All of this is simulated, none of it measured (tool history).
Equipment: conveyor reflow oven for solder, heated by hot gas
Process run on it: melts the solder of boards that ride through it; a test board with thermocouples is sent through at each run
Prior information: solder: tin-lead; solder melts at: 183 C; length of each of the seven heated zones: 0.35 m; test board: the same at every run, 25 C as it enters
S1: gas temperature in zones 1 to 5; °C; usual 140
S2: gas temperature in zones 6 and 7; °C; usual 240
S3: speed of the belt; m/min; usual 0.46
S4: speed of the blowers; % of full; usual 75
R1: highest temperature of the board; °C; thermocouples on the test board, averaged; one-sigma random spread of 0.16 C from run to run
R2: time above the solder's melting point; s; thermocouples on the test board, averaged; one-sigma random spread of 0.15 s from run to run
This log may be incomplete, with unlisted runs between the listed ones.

{"run": 1, "hour": 0.0, "S1": 140, "S2": 240, "S3": 0.46, "S4": 75, "R1": 222.5, "R2": 73.6}
{"run": 2, "hour": 13.6, "S1": 140, "S2": 240, "S3": 0.515, "S4": 75, "R1": 218.7, "R2": 62.3}
{"hour": 18.6, "done": "thermocouples of zones 6 and 7 changed"}
{"run": 3, "hour": 28.2, "S1": 140, "S2": 240, "S3": 0.46, "S4": 75, "R1": 222.6, "R2": 73.6}
{"run": 4, "hour": 39.3, "S1": 140, "S2": 240, "S3": 0.46, "S4": 75, "R1": 222.9, "R2": 73.6}
{"run": 5, "hour": 45.5, "S1": 140, "S2": 240, "S3": 0.46, "S4": 75, "R1": 222.8, "R2": 73.4}
{"run": 6, "hour": 51.2, "S1": 140, "S2": 240, "S3": 0.46, "S4": 87, "R1": 226.4, "R2": 76.4}
{"run": 7, "hour": 59.2, "S1": 140, "S2": 240, "S3": 0.46, "S4": 75, "R1": 222.9, "R2": 73.4}
{"run": 8, "hour": 65.6, "S1": 140, "S2": 240, "S3": 0.46, "S4": 75, "R1": 223, "R2": 73.4}
{"run": 9, "hour": 75.9, "S1": 140, "S2": 240, "S3": 0.46, "S4": 75, "R1": 222.8, "R2": 73.5}
{"run": 10, "hour": 88.1, "S1": 140, "S2": 240, "S3": 0.46, "S4": 75, "R1": 222.9, "R2": 73.7}
{"hour": 101.4, "done": "flux residue cleaned out of gas plates and filters"}
{"run": 11, "hour": 103.6, "S1": 140, "S2": 240, "S3": 0.46, "S4": 75, "R1": 222.5, "R2": 73.5}
{"run": 12, "hour": 112.3, "S1": 140, "S2": 240, "S3": 0.46, "S4": 75, "R1": 222.6, "R2": 73.7}
{"run": 13, "hour": 122.0, "S1": 140, "S2": 240, "S3": 0.46, "S4": 75, "R1": 222.9, "R2": 73.5}
{"run": 14, "hour": 135.8, "S1": 140, "S2": 240, "S3": 0.46, "S4": 75, "R1": 222.8, "R2": 73.9}
{"run": 15, "hour": 149.0, "S1": 140, "S2": 247, "S3": 0.427, "S4": 75, "R1": 231.3, "R2": 85.7}
{"run": 16, "hour": 158.1, "S1": 152, "S2": 247, "S3": 0.508, "S4": 75, "R1": 227.8, "R2": 74.4}
{"run": 17, "hour": 167.9, "S1": 140, "S2": 240, "S3": 0.46, "S4": 67, "R1": 219.7, "R2": 70.8}

Run 18 comes next. What will it give?
{"run": 18, "hour": 179.4, "S1": 150, "S2": 246, "S3": 0.392, "S4": 61, "R1": "?", "R2": "?"}

{"run 18": {"R1": 229.9, "R2": 97.4}}
Were there no unlogged condition in the tool, this run, its random variation unchanged, would have produced R1 230 °C, R2 97.4 s.

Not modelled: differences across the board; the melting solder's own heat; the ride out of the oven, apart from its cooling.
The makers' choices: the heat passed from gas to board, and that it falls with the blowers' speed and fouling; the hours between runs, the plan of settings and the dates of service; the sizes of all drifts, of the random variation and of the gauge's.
